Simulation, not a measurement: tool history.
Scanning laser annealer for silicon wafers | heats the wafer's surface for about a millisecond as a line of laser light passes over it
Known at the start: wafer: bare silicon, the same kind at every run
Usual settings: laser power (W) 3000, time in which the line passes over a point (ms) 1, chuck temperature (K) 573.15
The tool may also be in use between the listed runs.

run,hour,laser power (W),time in which the line passes over a point (ms),chuck temperature (K),highest temperature of the surface (K)
1,0,3000,1,573.15,1246.15
2,25.2,3000,1,573.15,1248.15
3,40.2,3000,1,573.15,1249.15
4,61.9,2818,1,573.15,1191.15
5,77.4,3000,1,573.15,1245.15
6,99.4,3101,1,573.15,1279.15
7,118.2,3101,0.83,573.15,1211.15
8,142.9,2677,1,573.15,1147.15
9,158.3,3155,1,573.15,1294.15
10,184.1,3155,1,573.15,1292.15
11,203,3155,1,573.15,1287.15
12,221.3,3000,1,573.15,1239.15
13,236.4,3000,1,573.15,1242.15
14,250.3,3000,1,573.15,1243.15
15,265.1,3000,1,573.15,1237.15
16,289.4,3050,1,573.15,1252.15
# hour 295.9: optics aligned, line set to its width
17,311.2,3000,1,535.15,1196.15
18,324.3,3000,1,535.15,1198.15
19,344,3000,1,535.15,1201.15
# hour 354.4: optics aligned, line set to its width, once more
20,361.7,2873,0.83,536.15,1117.15
21,386.5,2873,1.22,574.15,1279.15
22,403.3,3000,0.88,595.15,1230.15
23,422.8,3183,1,573.15,1301.15

Forecast each of these 5 alternatives for the next run:
A,439.9,3135,1.16,600.15,?
B,439.9,2701,1,602.15,?
C,439.9,2777,0.99,573.15,?
D,439.9,2713,0.89,561.15,?
E,439.9,2701,0.78,573.15,?

run,highest temperature of the surface (K)
A,1371.15
B,1188.15
C,1180.15
D,1115.15
E,1091.15
Without the tool's hidden state the same runs would have given:
run,highest temperature of the surface (K)
A,1404.15
B,1213.15
C,1207.15
D,1140.15
E,1114.15
